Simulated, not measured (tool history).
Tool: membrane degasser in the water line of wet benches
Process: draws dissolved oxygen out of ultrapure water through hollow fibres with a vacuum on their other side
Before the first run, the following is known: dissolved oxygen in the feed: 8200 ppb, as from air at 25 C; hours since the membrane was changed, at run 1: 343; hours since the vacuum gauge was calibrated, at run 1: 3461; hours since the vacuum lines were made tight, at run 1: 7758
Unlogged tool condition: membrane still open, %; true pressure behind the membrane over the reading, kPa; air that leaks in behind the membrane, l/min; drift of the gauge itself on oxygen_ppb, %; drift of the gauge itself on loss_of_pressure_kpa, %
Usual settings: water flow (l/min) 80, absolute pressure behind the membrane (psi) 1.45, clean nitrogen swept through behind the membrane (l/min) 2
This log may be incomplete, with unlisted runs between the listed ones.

run    hour  water flow (l/min)  absolute pressure behind the membrane (psi)  clean nitrogen swept through behind the membrane (l/min)  hours since the membrane was changed  hours since the vacuum gauge was calibrated  hours since the vacuum lines were made tight  dissolved oxygen in the water behind the degasser (ppb)  pressure that the water loses in the fibres (psi)
  1       0                  80                                         1.45                                                         2                                   343                                         3461                                          7758                                                      563                                              7.478
  2   195.6                  80                                         1.45                                                         2                                   539                                         3657                                          7954                                                    562.9                                              7.491
  3   426.3                  80                                         1.45                                                         2                                   770                                         3887                                          8184                                                    571.8                                              7.435
  4   638.8                  80                                         1.45                                                         2                                   982                                         4100                                          8397                                                    565.1                                              7.436
  5   890.3                  80                                         1.45                                                      1.97                                  1233                                         4351                                          8648                                                    571.3                                              7.512
  6    1011                  80                                         1.45                                                         2                                  1354                                         4472                                          8769                                                    565.3                                              7.501
       1055  -- seals of the vacuum lines changed
  7  1234.4                  52                                         1.45                                                         2                                  1576                                         4694                                           179                                                    378.7                                              4.843
  8    1496                  71                                         1.45                                                         2                                  1837                                         4955                                           441                                                    506.2                                              6.675
  9  1783.6                  71                                         1.45                                                         2                                  2125                                         5243                                           729                                                    501.8                                              6.628
 10  1915.8                  71                                         1.45                                                         2                                  2257                                         5375                                           861                                                    501.4                                               6.65
 11  2046.6                  71                                         1.45                                                         1                                  2388                                         5506                                           992                                                      813                                              6.625
 12  2304.2                  71                                         1.45                                                         1                                  2645                                         5763                                          1249                                                    813.4                                              6.627
 13  2450.5                  80                                         1.45                                                      1.69                                  2792                                         5910                                          1396                                                    632.4                                                7.4
 14  2600.2                  80                                         1.12                                                      1.69                                  2941                                         6059                                          1545                                                    439.4                                              7.436
 15  2717.8                  90                                         3.02                                                      4.44                                  3059                                         6177                                          1663                                                    799.4                                              8.359
 16  2855.8                  61                                         1.57                                                         2                                  3197                                         6315                                          1801                                                    480.4                                              5.706
     3000.2  -- vacuum gauge calibrated
 17  3094.7                  69                                         1.45                                                      0.93                                  3435                                           94                                          2039                                                    826.9                                              6.431
 18  3379.4                  80                                         1.58                                                      2.84                                  3720                                          379                                          2324                                                    489.8                                              7.455
 19  3595.6                  83                                          1.2                                                         2                                  3936                                          595                                          2540                                                    460.3                                              7.755
 20  3801.6                  83                                          1.2                                                         2                                  4142                                          801                                          2746                                                    459.9                                              7.746
 21  4079.4                  70                                         2.31                                                         2                                  4420                                         1079                                          3024                                                    857.4                                              6.501
 22    4293                  53                                         0.91                                                      1.11                                  4634                                         1293                                          3238                                                      288                                              4.998
 23  4473.3                  64                                         1.83                                                      3.26                                  4814                                         1473                                          3418                                                    411.6                                              5.977

4 options for the next run, each taken on its own from the tool as it stands now. Forecast them:
  A  4677.8                  84                                         1.06                                                         2                                  5019                                         1678                                          3622                                                        ?                                                  ?
  B  4677.8                  80                                         1.99                                                         2                                  5019                                         1678                                          3622                                                        ?                                                  ?
  C  4677.8                 109                                         1.45                                                         2                                  5019                                         1678                                          3622                                                        ?                                                  ?
  D  4677.8                  80                                         2.65                                                      4.98                                  5019                                         1678                                          3622                                                        ?                                                  ?

run  dissolved oxygen in the water behind the degasser (ppb)  pressure that the water loses in the fibres (psi)
  A                                                    392.2                                              7.809
  B                                                    816.8                                              7.491
  C                                                    786.3                                             10.198
  D                                                    578.6                                              7.488
Without the tool's hidden state the same runs would have given:
run  dissolved oxygen in the water behind the degasser (ppb)  pressure that the water loses in the fibres (psi)
  A                                                      392                                              7.806
  B                                                    816.7                                              7.488
  C                                                      786                                             10.193
  D                                                    578.4                                              7.485
